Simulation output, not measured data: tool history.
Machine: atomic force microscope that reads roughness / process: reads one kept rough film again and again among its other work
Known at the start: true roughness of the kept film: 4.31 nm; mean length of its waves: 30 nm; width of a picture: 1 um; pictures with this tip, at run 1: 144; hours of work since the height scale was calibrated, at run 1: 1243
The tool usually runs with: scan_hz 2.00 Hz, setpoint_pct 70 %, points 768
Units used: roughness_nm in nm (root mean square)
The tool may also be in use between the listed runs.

| run | hour | scan_hz | setpoint_pct | points | pictures with this tip | hours of work since the height scale was calibrated | roughness_nm |
|---|---|---|---|---|---|---|---|
| 1 | 0.0 | 2.00 | 70 | 768 | 144 | 1243 | 3.038 |
| 2 | 54.1 | 2.00 | 70 | 768 | 243 | 1275 | 2.851 |
|  | 81.4 | new tip fitted |
| 3 | 102.5 | 2.00 | 70 | 768 | 38 | 1303 | 3.362 |
| 4 | 161.3 | 2.00 | 59 | 768 | 146 | 1338 | 3.155 |
| 5 | 210.1 | 2.00 | 70 | 357 | 235 | 1367 | 2.842 |
|  | 239.2 | new tip fitted |
| 6 | 292.2 | 2.00 | 70 | 357 | 97 | 1415 | 3.164 |
| 7 | 328.8 | 2.00 | 70 | 768 | 164 | 1437 | 3.033 |
| 8 | 387.4 | 2.00 | 70 | 768 | 272 | 1472 | 2.790 |
|  | 400.4 | new tip fitted |
| 9 | 469.0 | 2.00 | 70 | 635 | 125 | 1520 | 3.064 |
| 10 | 503.8 | 2.00 | 70 | 635 | 189 | 1540 | 2.968 |
|  | 558.6 | new tip fitted |
| 11 | 571.5 | 1.57 | 70 | 768 | 23 | 1580 | 3.395 |
| 12 | 613.2 | 1.57 | 70 | 768 | 100 | 1605 | 3.209 |
| 13 | 662.8 | 1.57 | 70 | 768 | 191 | 1634 | 2.977 |
|  | 717.3 | new tip fitted |
| 14 | 744.3 | 1.57 | 70 | 768 | 49 | 1682 | 3.356 |
| 15 | 783.5 | 1.57 | 70 | 768 | 121 | 1705 | 3.189 |
| 16 | 848.2 | 1.57 | 70 | 768 | 240 | 1744 | 2.913 |
|  | 876.4 | new tip fitted |
| 17 | 893.6 | 1.57 | 70 | 768 | 32 | 1770 | 3.406 |
| 18 | 971.2 | 2.00 | 70 | 768 | 174 | 1816 | 3.005 |
|  | 1039.6 | new tip fitted |
| 19 | 1047.6 | 2.00 | 70 | 768 | 15 | 1861 | 3.394 |
| 20 | 1120.8 | 2.00 | 70 | 768 | 149 | 1904 | 3.056 |
| 21 | 1158.5 | 2.00 | 70 | 768 | 218 | 1927 | 2.886 |
|  | 1201.3 | new tip fitted |
| 22 | 1207.8 | 2.00 | 70 | 768 | 12 | 1956 | 3.414 |
| 23 | 1286.8 | 1.08 | 70 | 768 | 157 | 2002 | 3.177 |
| 24 | 1323.5 | 1.08 | 70 | 768 | 224 | 2024 | 3.040 |
|  | 1360.0 | new tip fitted |
| 25 | 1404.5 | 2.86 | 70 | 768 | 82 | 2072 | 3.154 |
| 26 | 1462.1 | 2.00 | 70 | 768 | 187 | 2106 | 2.957 |
|  | 1522.0 | new tip fitted |
| 27 | 1522.0 | 3.24 | 70 | 768 | 0 | 2141 | 3.342 |
| 28 | 1563.8 | 3.24 | 60 | 768 | 77 | 2166 | 3.253 |
| 29 | 1602.8 | 3.24 | 60 | 768 | 148 | 2189 | 3.066 |
| 30 | 1659.5 | 1.67 | 68 | 319 | 252 | 2223 | 2.842 |
|  | 1682.9 | new tip fitted |
| 31 | 1718.0 | 2.00 | 75 | 768 | 65 | 2257 | 3.220 |
| 32 | 1783.0 | 2.00 | 62 | 726 | 184 | 2295 | 3.041 |
| 33 | 1827.3 | 2.00 | 72 | 322 | 265 | 2322 | 2.783 |
|  | 1840.8 | new tip fitted |
| 34 | 1860.6 | 0.78 | 66 | 986 | 36 | 2341 | 3.470 |
| 35 | 1905.8 | 1.57 | 90 | 986 | 119 | 2368 | 2.949 |
| 36 | 1980.0 | 1.57 | 90 | 986 | 255 | 2412 | 2.661 |
|  | 1998.9 | new tip fitted |
| 37 | 2034.4 | 1.83 | 76 | 899 | 66 | 2444 | 3.226 |
| 38 | 2067.8 | 0.87 | 80 | 899 | 127 | 2464 | 3.181 |
| 39 | 2128.1 | 1.29 | 77 | 267 | 237 | 2499 | 2.860 |
|  | 2157.5 | new tip fitted |
| 40 | 2191.3 | 2.00 | 70 | 305 | 62 | 2536 | 3.255 |
| 41 | 2259.2 | 2.11 | 85 | 755 | 187 | 2577 | 2.790 |
|  | 2314.8 | new tip fitted |
| 42 | 2335.4 | 1.33 | 75 | 611 | 38 | 2621 | 3.372 |
|  | 2347.7 | height scale calibrated on a step standard |
| 43 | 2398.4 | 1.33 | 75 | 611 | 151 | 30 | 3.017 |
| 44 | 2441.8 | 3.41 | 70 | 391 | 231 | 56 | 2.700 |
|  | 2473.4 | new tip fitted |
| 45 | 2507.8 | 1.03 | 71 | 768 | 63 | 95 | 3.326 |
| 46 | 2548.0 | 3.37 | 68 | 768 | 136 | 118 | 2.966 |
| 47 | 2581.6 | 3.37 | 68 | 768 | 198 | 138 | 2.863 |
|  | 2634.3 | new tip fitted |
| 48 | 2643.5 | 3.37 | 68 | 361 | 17 | 175 | 3.212 |
| 49 | 2717.5 | 0.56 | 86 | 768 | 152 | 218 | 3.096 |
| 50 | 2769.5 | 0.89 | 70 | 489 | 248 | 249 | 2.871 |
|  | 2793.4 | new tip fitted |
| 51 | 2810.6 | 0.89 | 70 | 489 | 31 | 273 | 3.424 |
| 52 | 2868.1 | 0.86 | 78 | 323 | 136 | 307 | 3.061 |

Describe how what the log doesn't record of the tool's condition differs between the last listed run preceding each entry between runs and the first listed run following it.
In the gap between runs 2 and 3: new tip fitted (hour 81.4)
  radius of the tip, nm: 23.6 -> 12.6; height scale over the true one, %: 1.1 -> 1.12
  measured result minus the result with no hidden state, roughness_nm: -0.577 -> -0.098 nm (root mean square)
In the gap between runs 5 and 6: new tip fitted (hour 239.2)
  radius of the tip, nm: 23 -> 15.4; height scale over the true one, %: 1.18 -> 1.22
  measured result minus the result with no hidden state, roughness_nm: -0.548 -> -0.228 nm (root mean square)
In the gap between runs 8 and 9: new tip fitted (hour 400.4)
  radius of the tip, nm: 24.6 -> 17.6; height scale over the true one, %: 1.26 -> 1.31
  measured result minus the result with no hidden state, roughness_nm: -0.604 -> -0.326 nm (root mean square)
In the gap between runs 10 and 11: new tip fitted (hour 558.6)
  radius of the tip, nm: 21 -> 11.6; height scale over the true one, %: 1.32 -> 1.36
  measured result minus the result with no hidden state, roughness_nm: -0.472 -> -0.040 nm (root mean square)
In the gap between runs 13 and 14: new tip fitted (hour 717.3)
  radius of the tip, nm: 20.7 -> 13; height scale over the true one, %: 1.4 -> 1.44
  measured result minus the result with no hidden state, roughness_nm: -0.458 -> -0.112 nm (root mean square)
In the gap between runs 16 and 17: new tip fitted (hour 876.4)
  radius of the tip, nm: 22.6 -> 11.8; height scale over the true one, %: 1.5 -> 1.52
  measured result minus the result with no hidden state, roughness_nm: -0.533 -> -0.045 nm (root mean square)
In the gap between runs 18 and 19: new tip fitted (hour 1039.6)
  radius of the tip, nm: 19.6 -> 11.6; height scale over the true one, %: 1.55 -> 1.59
  measured result minus the result with no hidden state, roughness_nm: -0.403 -> -0.030 nm (root mean square)
In the gap between runs 21 and 22: new tip fitted (hour 1201.3)
  radius of the tip, nm: 22.4 -> 10.9; height scale over the true one, %: 1.65 -> 1.67
  measured result minus the result with no hidden state, roughness_nm: -0.512 -> +0.008 nm (root mean square)
In the gap between runs 24 and 25: new tip fitted (hour 1360.0)
  radius of the tip, nm: 21.4 -> 14.8; height scale over the true one, %: 1.72 -> 1.76
  measured result minus the result with no hidden state, roughness_nm: -0.489 -> -0.183 nm (root mean square)
In the gap between runs 26 and 27: new tip fitted (hour 1522.0)
  radius of the tip, nm: 20.9 -> 10.5; height scale over the true one, %: 1.8 -> 1.82
  measured result minus the result with no hidden state, roughness_nm: -0.449 -> +0.032 nm (root mean square)
In the gap between runs 30 and 31: new tip fitted (hour 1682.9)
  radius of the tip, nm: 24.3 -> 14; height scale over the true one, %: 1.89 -> 1.92
  measured result minus the result with no hidden state, roughness_nm: -0.581 -> -0.141 nm (root mean square)
In the gap between runs 33 and 34: new tip fitted (hour 1840.8)
  radius of the tip, nm: 24.4 -> 12.8; height scale over the true one, %: 1.98 -> 2
  measured result minus the result with no hidden state, roughness_nm: -0.573 -> -0.085 nm (root mean square)
In the gap between runs 36 and 37: new tip fitted (hour 1998.9)
  radius of the tip, nm: 24.6 -> 14; height scale over the true one, %: 2.06 -> 2.08
  measured result minus the result with no hidden state, roughness_nm: -0.551 -> -0.136 nm (root mean square)
In the gap between runs 39 and 40: new tip fitted (hour 2157.5)
  radius of the tip, nm: 23.2 -> 14.4; height scale over the true one, %: 2.13 -> 2.16
  measured result minus the result with no hidden state, roughness_nm: -0.526 -> -0.154 nm (root mean square)
In the gap between runs 41 and 42: new tip fitted (hour 2314.8)
  radius of the tip, nm: 21 -> 12.6; height scale over the true one, %: 2.2 -> 2.24
  measured result minus the result with no hidden state, roughness_nm: -0.416 -> -0.063 nm (root mean square)
In the gap between runs 42 and 43: height scale calibrated on a step standard (hour 2347.7)
  radius of the tip, nm: 12.6 -> 18.7; height scale over the true one, %: 2.24 -> -0.11
  measured result minus the result with no hidden state, roughness_nm: -0.063 -> -0.421 nm (root mean square)
In the gap between runs 44 and 45: new tip fitted (hour 2473.4)
  radius of the tip, nm: 23.4 -> 13.6; height scale over the true one, %: -0.09 -> -0.06
  measured result minus the result with no hidden state, roughness_nm: -0.577 -> -0.192 nm (root mean square)
In the gap between runs 47 and 48: new tip fitted (hour 2634.3)
  radius of the tip, nm: 20.5 -> 11.5; height scale over the true one, %: -0.02 -> 0.01
  measured result minus the result with no hidden state, roughness_nm: -0.475 -> -0.074 nm (root mean square)
In the gap between runs 50 and 51: new tip fitted (hour 2793.4)
  radius of the tip, nm: 23.8 -> 11.9; height scale over the true one, %: 0.07 -> 0.09
  measured result minus the result with no hidden state, roughness_nm: -0.630 -> -0.100 nm (root mean square)

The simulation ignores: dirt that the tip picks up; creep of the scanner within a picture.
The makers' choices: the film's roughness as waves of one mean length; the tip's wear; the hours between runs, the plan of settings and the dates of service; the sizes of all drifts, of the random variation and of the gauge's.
